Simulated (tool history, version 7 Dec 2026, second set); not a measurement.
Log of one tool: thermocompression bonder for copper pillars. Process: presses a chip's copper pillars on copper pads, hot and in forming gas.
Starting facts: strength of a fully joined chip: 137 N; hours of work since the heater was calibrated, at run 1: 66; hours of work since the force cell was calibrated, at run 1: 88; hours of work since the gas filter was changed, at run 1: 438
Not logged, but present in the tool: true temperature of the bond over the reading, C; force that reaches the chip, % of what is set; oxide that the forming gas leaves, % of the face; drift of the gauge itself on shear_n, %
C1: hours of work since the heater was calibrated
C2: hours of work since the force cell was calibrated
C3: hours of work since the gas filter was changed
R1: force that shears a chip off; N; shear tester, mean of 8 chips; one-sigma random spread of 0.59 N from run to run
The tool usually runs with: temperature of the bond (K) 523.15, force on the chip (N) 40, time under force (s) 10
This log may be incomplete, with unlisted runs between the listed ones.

{"run": 1, "hour": 0.0, "temperature of the bond (K)": 523.15, "force on the chip (N)": 40, "time under force (s)": 10, "C1": 66, "C2": 88, "C3": 438, "R1": 97.8}
{"hour": 16.9, "done": "forming gas filter changed"}
{"run": 2, "hour": 20.5, "temperature of the bond (K)": 523.15, "force on the chip (N)": 40, "time under force (s)": 10, "C1": 74, "C2": 96, "C3": 2, "R1": 98.1}
{"run": 3, "hour": 37.6, "temperature of the bond (K)": 523.15, "force on the chip (N)": 40, "time under force (s)": 10, "C1": 82, "C2": 104, "C3": 9, "R1": 98.6}
{"run": 4, "hour": 56.8, "temperature of the bond (K)": 523.15, "force on the chip (N)": 40, "time under force (s)": 10, "C1": 90, "C2": 112, "C3": 17, "R1": 98.6}
{"run": 5, "hour": 68.8, "temperature of the bond (K)": 523.15, "force on the chip (N)": 31, "time under force (s)": 10, "C1": 95, "C2": 117, "C3": 22, "R1": 81.6}
{"run": 6, "hour": 79.6, "temperature of the bond (K)": 523.15, "force on the chip (N)": 40, "time under force (s)": 10, "C1": 100, "C2": 122, "C3": 27, "R1": 98.2}
{"run": 7, "hour": 97.2, "temperature of the bond (K)": 523.15, "force on the chip (N)": 40, "time under force (s)": 10, "C1": 107, "C2": 129, "C3": 34, "R1": 99.1}
{"run": 8, "hour": 115.6, "temperature of the bond (K)": 523.15, "force on the chip (N)": 40, "time under force (s)": 10, "C1": 115, "C2": 137, "C3": 42, "R1": 98.4}
{"run": 9, "hour": 131.7, "temperature of the bond (K)": 494.15, "force on the chip (N)": 40, "time under force (s)": 10, "C1": 122, "C2": 144, "C3": 49, "R1": 74.9}
{"run": 10, "hour": 143.9, "temperature of the bond (K)": 494.15, "force on the chip (N)": 40, "time under force (s)": 10, "C1": 127, "C2": 149, "C3": 54, "R1": 74.9}
{"run": 11, "hour": 157.9, "temperature of the bond (K)": 523.15, "force on the chip (N)": 40, "time under force (s)": 10, "C1": 133, "C2": 155, "C3": 60, "R1": 97.7}
{"run": 12, "hour": 167.5, "temperature of the bond (K)": 523.15, "force on the chip (N)": 38, "time under force (s)": 10, "C1": 137, "C2": 159, "C3": 65, "R1": 94.9}
{"run": 13, "hour": 183.2, "temperature of the bond (K)": 523.15, "force on the chip (N)": 38, "time under force (s)": 10, "C1": 144, "C2": 166, "C3": 71, "R1": 95.1}
{"run": 14, "hour": 203.0, "temperature of the bond (K)": 510.15, "force on the chip (N)": 40, "time under force (s)": 23, "C1": 153, "C2": 175, "C3": 80, "R1": 106.6}
{"run": 15, "hour": 211.6, "temperature of the bond (K)": 510.15, "force on the chip (N)": 40, "time under force (s)": 23, "C1": 156, "C2": 178, "C3": 83, "R1": 108.3}
{"run": 16, "hour": 229.8, "temperature of the bond (K)": 510.15, "force on the chip (N)": 40, "time under force (s)": 23, "C1": 164, "C2": 186, "C3": 91, "R1": 108.1}
{"run": 17, "hour": 241.9, "temperature of the bond (K)": 510.15, "force on the chip (N)": 40, "time under force (s)": 23, "C1": 169, "C2": 191, "C3": 96, "R1": 107.8}
{"run": 18, "hour": 254.8, "temperature of the bond (K)": 539.15, "force on the chip (N)": 30, "time under force (s)": 14, "C1": 175, "C2": 197, "C3": 102, "R1": 100.5}
{"run": 19, "hour": 267.6, "temperature of the bond (K)": 539.15, "force on the chip (N)": 30, "time under force (s)": 14, "C1": 180, "C2": 202, "C3": 107, "R1": 100.6}
{"run": 20, "hour": 278.4, "temperature of the bond (K)": 551.15, "force on the chip (N)": 40, "time under force (s)": 13, "C1": 185, "C2": 207, "C3": 112, "R1": 120.5}
{"run": 21, "hour": 298.4, "temperature of the bond (K)": 551.15, "force on the chip (N)": 40, "time under force (s)": 13, "C1": 193, "C2": 216, "C3": 121, "R1": 122.4}
{"run": 22, "hour": 316.3, "temperature of the bond (K)": 551.15, "force on the chip (N)": 40, "time under force (s)": 13, "C1": 201, "C2": 223, "C3": 128, "R1": 121.5}

What if the next run were any one of these 5? Each begins from the tool's condition after run 22:
{"run": "A", "hour": 325.1, "temperature of the bond (K)": 517.15, "force on the chip (N)": 38, "time under force (s)": 14, "C1": 205, "C2": 227, "C3": 132, "R1": "?"}
{"run": "B", "hour": 325.1, "temperature of the bond (K)": 551.15, "force on the chip (N)": 39, "time under force (s)": 13, "C1": 205, "C2": 227, "C3": 132, "R1": "?"}
{"run": "C", "hour": 325.1, "temperature of the bond (K)": 508.15, "force on the chip (N)": 25, "time under force (s)": 6, "C1": 205, "C2": 227, "C3": 132, "R1": "?"}
{"run": "D", "hour": 325.1, "temperature of the bond (K)": 494.15, "force on the chip (N)": 27, "time under force (s)": 8, "C1": 205, "C2": 227, "C3": 132, "R1": "?"}
{"run": "E", "hour": 325.1, "temperature of the bond (K)": 539.15, "force on the chip (N)": 40, "time under force (s)": 10, "C1": 205, "C2": 227, "C3": 132, "R1": "?"}

run=A R1=98.7
run=B R1=118.5
run=C R1=47.8
run=D R1=48.5
run=E R1=109.8
Take away the tool's hidden state, keep each run's random variation, and the runs would have read:
run=A R1=98.9
run=B R1=118.7
run=C R1=47.9
run=D R1=48.6
run=E R1=110.0

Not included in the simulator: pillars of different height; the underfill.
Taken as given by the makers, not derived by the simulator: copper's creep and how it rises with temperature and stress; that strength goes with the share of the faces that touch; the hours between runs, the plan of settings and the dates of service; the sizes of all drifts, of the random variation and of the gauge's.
